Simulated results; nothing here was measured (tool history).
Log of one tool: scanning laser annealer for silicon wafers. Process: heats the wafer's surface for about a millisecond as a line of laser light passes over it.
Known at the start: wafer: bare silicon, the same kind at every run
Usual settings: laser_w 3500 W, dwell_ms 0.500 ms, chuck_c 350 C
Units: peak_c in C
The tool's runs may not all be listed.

run	hour	laser_w	dwell_ms	chuck_c	peak_c
1	0.0	3500	0.500	350	1132
2	6.9	3500	0.500	350	1132
3	18.6	3500	0.500	335	1117
4	33.2	3500	0.500	335	1118
5	42.1	3500	0.500	335	1120
6	55.2	3500	0.500	335	1118
7	68.2	3032	0.500	335	991
8	83.4	3032	0.500	335	997
9	93.6	3500	0.500	350	1133
10	106.3	3500	0.401	350	1055
11	118.3	3500	0.500	323	1110
12	128.2	3500	0.500	323	1108
13	138.8	3500	0.500	323	1108
14	151.2	3500	0.500	323	1107
15	162.2	3500	0.500	350	1132
16	168.9	3500	0.500	350	1134
17	183.0	3500	0.500	350	1132
18	191.9	3500	0.500	350	1133
19	199.7	3682	0.500	350	1182
20	213.6	3500	0.500	314	1100
21	222.3	3500	0.500	314	1098
22	233.5	3339	0.619	376	1196
23	241.9	3535	0.469	376	1145
24	250.5	3535	0.469	376	1141
25	262.9	3248	0.469	385	1077
26	271.4	3026	0.494	337	992
27	281.4	3649	0.497	350	1171
28	295.8	3718	0.498	350	1189
29	309.7	3073	0.582	323	1042
30	316.5	3073	0.582	323	1044
31	327.4	3837	0.461	363	1206
32	340.5	3315	0.440	350	1038
# hour 356.0: window over the wafer cleaned
33	356.8	3649	0.440	350	1126
34	369.3	3649	0.440	350	1126
35	377.0	3410	0.604	383	1214
36	390.1	3410	0.572	329	1138
37	399.4	3410	0.572	329	1142
38	405.7	3410	0.464	329	1062
39	417.7	3549	0.429	376	1122
40	429.4	3500	0.500	387	1175
41	437.3	3500	0.500	324	1111

Forecast each of these 3 alternatives for the next run:
A	449.8	3388	0.500	324	?
B	449.8	3500	0.504	337	?
C	449.8	3500	0.500	361	?

run	peak_c
A	1078
B	1126
C	1144
Without the tool's hidden state the same runs would have given:
run	peak_c
A	1079
B	1127
C	1145
